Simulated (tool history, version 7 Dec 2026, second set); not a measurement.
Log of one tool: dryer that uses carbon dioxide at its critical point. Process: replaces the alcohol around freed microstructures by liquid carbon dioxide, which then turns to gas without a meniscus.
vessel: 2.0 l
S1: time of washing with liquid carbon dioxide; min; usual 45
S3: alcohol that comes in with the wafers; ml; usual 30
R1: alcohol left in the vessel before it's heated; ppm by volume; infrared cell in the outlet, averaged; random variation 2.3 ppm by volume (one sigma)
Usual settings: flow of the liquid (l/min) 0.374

Run 1, day 0.000: usual settings. Result: R1 20 ppm by volume.
Run 2, day 0.358: usual settings. Result: R1 16 ppm by volume.
Run 3, day 0.904: usual settings. Result: R1 21 ppm by volume.
Run 4, day 1.579: usual settings. Result: R1 24 ppm by volume.
Run 5, day 2.083: usual settings but S1 49 min. Result: R1 16 ppm by volume.
Run 6, day 2.875: usual settings but S3 98 ml. Result: R1 57 ppm by volume.
Run 7, day 3.671: usual settings but S3 98 ml. Result: R1 59 ppm by volume.
Run 8, day 4.254: usual settings but S3 94 ml. Result: R1 53 ppm by volume.
Run 9, day 4.771: usual settings but S3 94 ml. Result: R1 56 ppm by volume.
Run 10, day 5.446: usual settings but flow of the liquid (l/min) 0.621. Result: R1 10 ppm by volume.
Run 11, day 5.858: usual settings but flow of the liquid (l/min) 0.621. Result: R1 10 ppm by volume.
Run 12, day 6.596: usual settings. Result: R1 22 ppm by volume.
Run 13, day 7.312: usual settings. Result: R1 22 ppm by volume.
Run 14, day 7.917: usual settings. Result: R1 28 ppm by volume.
Run 15, day 8.567: usual settings. Result: R1 27 ppm by volume.
Run 16, day 8.929: usual settings. Result: R1 30 ppm by volume.
Run 17, day 9.525: usual settings but S1 39 min, flow of the liquid (l/min) 0.253, S3 25 ml. Result: R1 210 ppm by volume.
Run 18, day 9.979: usual settings but S1 38 min, S3 50 ml. Result: R1 90 ppm by volume.
At day 10.329: inlet filter changed.
Run 19, day 10.538: usual settings but S1 53 min, flow of the liquid (l/min) 0.347, S3 20 ml. Result: R1 16 ppm by volume.
Run 20, day 11.054: usual settings but S1 50 min, flow of the liquid (l/min) 0.464, S3 53 ml. Result: R1 13 ppm by volume.
Run 21, day 11.608: usual settings but S1 50 min, flow of the liquid (l/min) 0.464, S3 53 ml. Result: R1 15 ppm by volume.

The next listed run, before its measurement:
Run 22, day 12.000: usual settings but S1 50 min, flow of the liquid (l/min) 0.464, S3 53 ml. Result: R1 ?.

{"run 22": {"R1": 18}}
Without the tool's hidden state the same run would have given R1 9 ppm by volume.
